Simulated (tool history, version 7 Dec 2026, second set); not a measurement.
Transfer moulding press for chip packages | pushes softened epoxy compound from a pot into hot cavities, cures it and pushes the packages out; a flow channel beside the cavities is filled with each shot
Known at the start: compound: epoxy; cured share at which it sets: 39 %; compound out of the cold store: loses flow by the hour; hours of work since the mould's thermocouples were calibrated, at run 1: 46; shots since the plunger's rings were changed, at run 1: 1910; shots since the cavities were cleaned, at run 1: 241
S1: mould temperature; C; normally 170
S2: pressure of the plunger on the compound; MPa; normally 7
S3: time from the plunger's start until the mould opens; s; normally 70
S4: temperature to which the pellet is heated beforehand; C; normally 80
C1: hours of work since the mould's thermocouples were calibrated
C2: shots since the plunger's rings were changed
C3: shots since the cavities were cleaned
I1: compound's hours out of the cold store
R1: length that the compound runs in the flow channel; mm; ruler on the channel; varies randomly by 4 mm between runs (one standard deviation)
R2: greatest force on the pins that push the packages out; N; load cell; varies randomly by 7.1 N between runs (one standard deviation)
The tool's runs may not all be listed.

run	hour	S1	S2	S3	S4	C1	C2	C3	I1	R1	R2
1	0	170	7	70	80	46	1910	241	28.6	674	288
2	6.6	170	7	70	80	50	1994	325	29.2	670	275
3	16.7	170	7	70	80	56	2122	453	47.4	605	275
4	22.1	170	7	70	80	59	2190	521	29.6	672	285
# hour 27.7: cavities cleaned with cleaning compound and waxed
5	30.3	176	7	70	80	62	2276	33	19.3	689	254
6	38.9	170	7	70	80	67	2384	141	9	757	306
7	44.9	170	7	70	80	70	2462	219	47.8	609	275
8	52.7	170	7	70	80	75	2560	317	13.9	730	286
9	62.7	170	7	70	80	80	2687	444	8.6	757	291
10	70.7	170	7	70	80	85	2789	546	41.9	626	289
# hour 74.4: cavities cleaned with cleaning compound and waxed
11	76.4	170	7	70	80	87	2842	26	40.9	625	279
12	82.8	170	7	70	80	91	2924	108	21.7	702	284
13	89.3	170	7	70	80	94	3006	190	42.1	628	284
14	94.6	170	7	70	80	97	3073	257	41.4	626	287
15	101.9	173	7	70	80	101	3166	350	25.8	671	260
16	106.7	162	5.2	70	80	104	3227	411	42.9	559	464
# hour 116.4: plunger's sealing rings changed
17	119	167	5.2	78	81	109	33	535	41.6	551	287
# hour 123.3: cavities cleaned with cleaning compound and waxed
18	125.5	167	5.2	78	81	112	96	27	48	537	273
19	131.5	171	7	105	80	115	173	104	42.4	628	245
20	138.9	164	7.3	53	85	119	267	198	15.3	764	789
21	146.5	171	7	108	84	124	364	295	22.4	693	254
22	155.5	170	7.4	70	79	129	478	409	31.3	683	293
23	161.2	173	7	70	77	132	550	481	28	673	265
24	166.6	173	7	70	77	135	619	550	35	636	263
# hour 170.3: cavities cleaned with cleaning compound and waxed
25	173.5	173	7	70	77	138	687	40	25.2	680	267
26	177.9	166	8.33	70	80	140	743	96	41.1	693	330
27	188	163	8.33	101	87	146	872	225	21.5	795	268
28	196.6	163	8.33	101	87	150	981	334	35.9	725	265

Hidden condition of the tool, last listed run before each entry between runs versus first listed run after:
Between runs 4 and 5: cavities cleaned with cleaning compound and waxed (hour 27.7)
  pressure that reaches the compound, % of what is set: 99.67 -> 99.66; grip of the stained cavities, % over clean ones': 1.3 -> 0.2
Between runs 10 and 11: cavities cleaned with cleaning compound and waxed (hour 74.4)
  grip of the stained cavities, % over clean ones': 1.3 -> 0.1
Between runs 16 and 17: plunger's sealing rings changed (hour 116.4)
  pressure that reaches the compound, % of what is set: 99.54 -> 99.97; grip of the stained cavities, % over clean ones': 1.1 -> 1.3
Between runs 17 and 18: cavities cleaned with cleaning compound and waxed (hour 123.3)
  grip of the stained cavities, % over clean ones': 1.3 -> 0.1
Between runs 24 and 25: cavities cleaned with cleaning compound and waxed (hour 170.3)
  pressure that reaches the compound, % of what is set: 99.9 -> 99.89; grip of the stained cavities, % over clean ones': 1.3 -> 0.1
